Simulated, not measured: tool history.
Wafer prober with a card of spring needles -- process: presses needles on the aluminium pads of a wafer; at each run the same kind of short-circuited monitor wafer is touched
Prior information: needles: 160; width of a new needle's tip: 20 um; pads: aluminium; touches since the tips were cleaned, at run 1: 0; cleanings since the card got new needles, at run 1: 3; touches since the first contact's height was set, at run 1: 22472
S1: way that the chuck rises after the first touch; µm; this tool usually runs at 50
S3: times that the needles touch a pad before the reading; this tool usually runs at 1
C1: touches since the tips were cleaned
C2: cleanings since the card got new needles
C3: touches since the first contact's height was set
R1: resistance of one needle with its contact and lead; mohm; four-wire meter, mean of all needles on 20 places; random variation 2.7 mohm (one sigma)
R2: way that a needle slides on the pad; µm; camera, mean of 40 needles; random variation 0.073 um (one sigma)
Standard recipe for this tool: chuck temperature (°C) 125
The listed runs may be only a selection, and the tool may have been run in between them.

run 1 hour=0.0 | S1=50 chuck_temperature_(°C)=125 S3=1 | C1=0 C2=3 C3=22472 | R1=326 R2=11.35
run 2 hour=10.7 | S1=50 chuck_temperature_(°C)=125 S3=1 | C1=4119 C2=3 C3=26591 | R1=640 R2=11.48
run 3 hour=15.5 | S1=50 chuck_temperature_(°C)=125 S3=1 | C1=5985 C2=3 C3=28457 | R1=661 R2=11.45
-- hour=16.8 tips cleaned on abrasive film
run 4 hour=21.7 | S1=50 chuck_temperature_(°C)=125 S3=1 | C1=1888 C2=4 C3=30783 | R1=561 R2=11.35
run 5 hour=30.0 | S1=50 chuck_temperature_(°C)=125 S3=1 | C1=5081 C2=4 C3=33976 | R1=660 R2=11.34
-- hour=33.4 tips cleaned on abrasive film
run 6 hour=35.1 | S1=50 chuck_temperature_(°C)=125 S3=1 | C1=662 C2=5 C3=35908 | R1=454 R2=11.31
run 7 hour=41.7 | S1=50 chuck_temperature_(°C)=125 S3=1 | C1=3187 C2=5 C3=38433 | R1=639 R2=11.24
-- hour=50.5 tips cleaned on abrasive film
run 8 hour=51.5 | S1=50 chuck_temperature_(°C)=125 S3=1 | C1=394 C2=6 C3=42183 | R1=409 R2=11.14
run 9 hour=61.5 | S1=50 chuck_temperature_(°C)=125 S3=1 | C1=4240 C2=6 C3=46029 | R1=652 R2=11.25
-- hour=67.6 tips cleaned on abrasive film
run 10 hour=70.2 | S1=50 chuck_temperature_(°C)=125 S3=1 | C1=999 C2=7 C3=49325 | R1=516 R2=11.13
run 11 hour=75.8 | S1=50 chuck_temperature_(°C)=45 S3=2 | C1=3156 C2=7 C3=51482 | R1=507 R2=11.28
-- hour=84.6 tips cleaned on abrasive film
run 12 hour=85.8 | S1=63 chuck_temperature_(°C)=57 S3=2 | C1=477 C2=8 C3=55305 | R1=333 R2=14.25
run 13 hour=93.5 | S1=63 chuck_temperature_(°C)=57 S3=2 | C1=3425 C2=8 C3=58253 | R1=426 R2=14.23
-- hour=101.2 tips cleaned on abrasive film
run 14 hour=103.3 | S1=51 chuck_temperature_(°C)=94 S3=2 | C1=778 C2=9 C3=61991 | R1=389 R2=11.40
run 15 hour=114.2 | S1=51 chuck_temperature_(°C)=94 S3=2 | C1=4998 C2=9 C3=66211 | R1=508 R2=11.52
-- hour=118.1 tips cleaned on abrasive film
run 16 hour=124.5 | S1=51 chuck_temperature_(°C)=94 S3=1 | C1=2462 C2=10 C3=70143 | R1=613 R2=11.31
run 17 hour=133.9 | S1=49 chuck_temperature_(°C)=29 S3=2 | C1=6055 C2=10 C3=73736 | R1=550 R2=11.02
-- hour=134.8 tips cleaned on abrasive film
run 18 hour=141.9 | S1=42 chuck_temperature_(°C)=125 S3=1 | C1=2744 C2=11 C3=76792 | R1=773 R2=9.27
run 19 hour=149.6 | S1=50 chuck_temperature_(°C)=125 S3=2 | C1=5718 C2=11 C3=79766 | R1=519 R2=11.12

Forecast run 20:
-- hour=152.0 tips cleaned on abrasive film
run 20 hour=160.0 | S1=50 chuck_temperature_(°C)=125 S3=2 | C1=3052 C2=12 C3=83701 | R1=? R2=?

{"run 20": {"R1": 504, "R2": 11.29}}
Without the tool's hidden state the same run would have given R1 306 mohm, R2 11.50 µm.

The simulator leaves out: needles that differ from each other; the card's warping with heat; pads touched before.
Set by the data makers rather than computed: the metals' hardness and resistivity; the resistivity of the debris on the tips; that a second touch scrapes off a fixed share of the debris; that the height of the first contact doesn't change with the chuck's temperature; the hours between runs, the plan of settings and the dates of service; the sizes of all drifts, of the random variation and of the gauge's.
